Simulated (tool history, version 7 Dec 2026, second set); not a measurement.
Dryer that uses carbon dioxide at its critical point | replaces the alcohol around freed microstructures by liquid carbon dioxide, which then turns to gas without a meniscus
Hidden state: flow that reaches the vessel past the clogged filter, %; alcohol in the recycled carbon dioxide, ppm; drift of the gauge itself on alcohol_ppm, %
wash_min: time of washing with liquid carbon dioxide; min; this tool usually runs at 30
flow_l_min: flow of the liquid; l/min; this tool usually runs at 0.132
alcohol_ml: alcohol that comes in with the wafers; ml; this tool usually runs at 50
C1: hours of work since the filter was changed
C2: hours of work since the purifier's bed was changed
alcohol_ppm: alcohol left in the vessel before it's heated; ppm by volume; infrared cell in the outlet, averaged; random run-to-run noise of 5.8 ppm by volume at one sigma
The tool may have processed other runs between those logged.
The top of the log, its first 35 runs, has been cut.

{"run": 36, "hour": 431.9, "wash_min": 30, "flow_l_min": 0.198, "alcohol_ml": 52, "C1": 299, "C2": 235, "alcohol_ppm": 54}
{"run": 37, "hour": 441.8, "wash_min": 35, "flow_l_min": 0.132, "alcohol_ml": 34, "C1": 303, "C2": 238, "alcohol_ppm": 94}
{"run": 38, "hour": 451.4, "wash_min": 44, "flow_l_min": 0.167, "alcohol_ml": 50, "C1": 307, "C2": 242, "alcohol_ppm": 52}
{"run": 39, "hour": 464.1, "wash_min": 24, "flow_l_min": 0.107, "alcohol_ml": 50, "C1": 311, "C2": 246, "alcohol_ppm": 2177}
{"run": 40, "hour": 471.6, "wash_min": 24, "flow_l_min": 0.107, "alcohol_ml": 50, "C1": 314, "C2": 249, "alcohol_ppm": 2135}
{"run": 41, "hour": 480.4, "wash_min": 21, "flow_l_min": 0.125, "alcohol_ml": 83, "C1": 317, "C2": 252, "alcohol_ppm": 3119}
{"run": 42, "hour": 490.3, "wash_min": 32, "flow_l_min": 0.165, "alcohol_ml": 50, "C1": 321, "C2": 256, "alcohol_ppm": 66}
{"run": 43, "hour": 506.9, "wash_min": 21, "flow_l_min": 0.098, "alcohol_ml": 47, "C1": 327, "C2": 262, "alcohol_ppm": 4484}
{"run": 44, "hour": 517.8, "wash_min": 27, "flow_l_min": 0.112, "alcohol_ml": 37, "C1": 331, "C2": 266, "alcohol_ppm": 823}
{"run": 45, "hour": 533.3, "wash_min": 27, "flow_l_min": 0.112, "alcohol_ml": 37, "C1": 336, "C2": 272, "alcohol_ppm": 822}
{"run": 46, "hour": 546.2, "wash_min": 30, "flow_l_min": 0.191, "alcohol_ml": 50, "C1": 341, "C2": 276, "alcohol_ppm": 62}
{"run": 47, "hour": 555.2, "wash_min": 30, "flow_l_min": 0.185, "alcohol_ml": 50, "C1": 344, "C2": 280, "alcohol_ppm": 61}

Branching from run 47: 3 alternative next runs. What would each branch give?
{"run": "A", "hour": 571.7, "wash_min": 24, "flow_l_min": 0.132, "alcohol_ml": 50, "C1": 350, "C2": 286, "alcohol_ppm": "?"}
{"run": "B", "hour": 571.7, "wash_min": 30, "flow_l_min": 0.2, "alcohol_ml": 28, "C1": 350, "C2": 286, "alcohol_ppm": "?"}
{"run": "C", "hour": 571.7, "wash_min": 30, "flow_l_min": 0.132, "alcohol_ml": 68, "C1": 350, "C2": 286, "alcohol_ppm": "?"}

run=A alcohol_ppm=829
run=B alcohol_ppm=57
run=C alcohol_ppm=369
With no hidden state in the tool, these same runs would have given:
run=A alcohol_ppm=646
run=B alcohol_ppm=12
run=C alcohol_ppm=255

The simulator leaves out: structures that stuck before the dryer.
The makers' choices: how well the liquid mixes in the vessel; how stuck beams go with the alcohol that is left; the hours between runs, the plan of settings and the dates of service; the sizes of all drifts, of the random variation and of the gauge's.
